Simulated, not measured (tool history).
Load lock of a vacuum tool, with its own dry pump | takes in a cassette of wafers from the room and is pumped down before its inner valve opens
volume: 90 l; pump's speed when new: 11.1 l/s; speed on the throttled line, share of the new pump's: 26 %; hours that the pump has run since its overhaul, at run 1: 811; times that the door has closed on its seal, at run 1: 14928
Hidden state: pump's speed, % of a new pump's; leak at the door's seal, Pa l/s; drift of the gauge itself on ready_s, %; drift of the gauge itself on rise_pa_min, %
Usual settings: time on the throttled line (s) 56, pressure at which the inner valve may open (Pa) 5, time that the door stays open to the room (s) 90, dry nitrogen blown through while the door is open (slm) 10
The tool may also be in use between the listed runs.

run    hour  time on the throttled line (s)  pressure at which the inner valve may open (Pa)  time that the door stays open to the room (s)  dry nitrogen blown through while the door is open (slm)  hours that the pump has run since its overhaul  times that the door has closed on its seal  incoming humidity of the room's air, %  time from the closed door until the inner valve may open (s)  rise of the pressure with all valves shut (Pa/min)
  1     0.0                              56                                                5                                             90                                                       10                                             811                                       14928                                    43.3                                                         122.1                                               0.075
  2   261.5                              56                                                5                                             38                                                       10                                            1073                                       16219                                    42.5                                                         121.0                                               0.069
  3   511.3                              56                                                5                                             90                                                       10                                            1323                                       17452                                    41.5                                                         122.9                                               0.081
  4   800.3                              56                                                5                                             90                                                       10                                            1612                                       18879                                    45.0                                                         123.1                                               0.097
  5   931.5                              56                                                5                                             90                                                       10                                            1743                                       19527                                    45.1                                                         122.7                                               0.094
  6  1082.6                              56                                                5                                             90                                                       10                                            1894                                       20273                                    40.5                                                         123.3                                               0.100
  7  1274.2                              56                                                5                                             90                                                       10                                            2085                                       21219                                    43.9                                                         124.6                                               0.104
  8  1396.3                              73                                                5                                             90                                                       10                                            2208                                       21822                                    43.1                                                         136.0                                               0.104
  9  1610.1                              73                                                5                                             90                                                       10                                            2421                                       22877                                    48.0                                                         135.4                                               0.121
 10  1885.8                              73                                                5                                             90                                                       10                                            2697                                       24239                                    42.3                                                         134.8                                               0.126
 11  2142.6                              56                                                5                                             90                                                       10                                            2954                                       25507                                    43.3                                                         123.8                                               0.135
 12  2372.0                              56                                                5                                             90                                                       10                                            3183                                       26639                                    47.7                                                         124.3                                               0.146
 13  2543.5                              56                                                5                                             90                                                       10                                            3355                                       27486                                    43.3                                                         125.8                                               0.156
 14  2754.4                              56                                                7                                             90                                                       12                                            3566                                       28527                                    46.7                                                         121.8                                               0.163
 15  2986.2                              56                                                7                                             46                                                       14                                            3797                                       29671                                    46.4                                                         121.9                                               0.162
 16  3157.1                              56                                                7                                             46                                                       14                                            3968                                       30515                                    40.8                                                         121.5                                               0.161
 17  3307.9                              56                                                7                                            169                                                       24                                            4119                                       31259                                    46.2                                                         121.6                                               0.183
 18  3511.8                              66                                                7                                            172                                                       18                                            4323                                       32266                                    45.4                                                         128.9                                               0.185
 19  3776.9                              56                                                6                                             51                                                       37                                            4588                                       33575                                    44.4                                                         122.0                                               0.191
 20  4044.1                             110                                                8                                             91                                                       37                                            4855                                       34894                                    45.2                                                         161.3                                               0.206
 21  4176.4                             110                                                4                                             91                                                       12                                            4988                                       35547                                    44.4                                                         167.6                                               0.215
 22  4418.7                             110                                                4                                             91                                                       12                                            5230                                       36743                                    44.4                                                         169.1                                               0.224
 23  4548.9                             110                                                4                                             91                                                       12                                            5360                                       37386                                    47.7                                                         166.5                                               0.234

Forecast each of these 3 alternatives for the next run:
  A  4716.0                              34                                                5                                             72                                                       35                                            5527                                       38211                                    42.5                                                             ?                                                   ?
  B  4716.0                             110                                                4                                             91                                                       23                                            5527                                       38211                                    43.6                                                             ?                                                   ?
  C  4716.0                              86                                                4                                             91                                                       12                                            5527                                       38211                                    49.4                                                             ?                                                   ?

run  time from the closed door until the inner valve may open (s)  rise of the pressure with all valves shut (Pa/min)
  A                                                         108.8                                               0.230
  B                                                         168.3                                               0.234
  C                                                         149.2                                               0.244
Without the tool's hidden state the same runs would have given:
run  time from the closed door until the inner valve may open (s)  rise of the pressure with all valves shut (Pa/min)
  A                                                         106.0                                               0.009
  B                                                         166.1                                               0.016
  C                                                         146.9                                               0.026
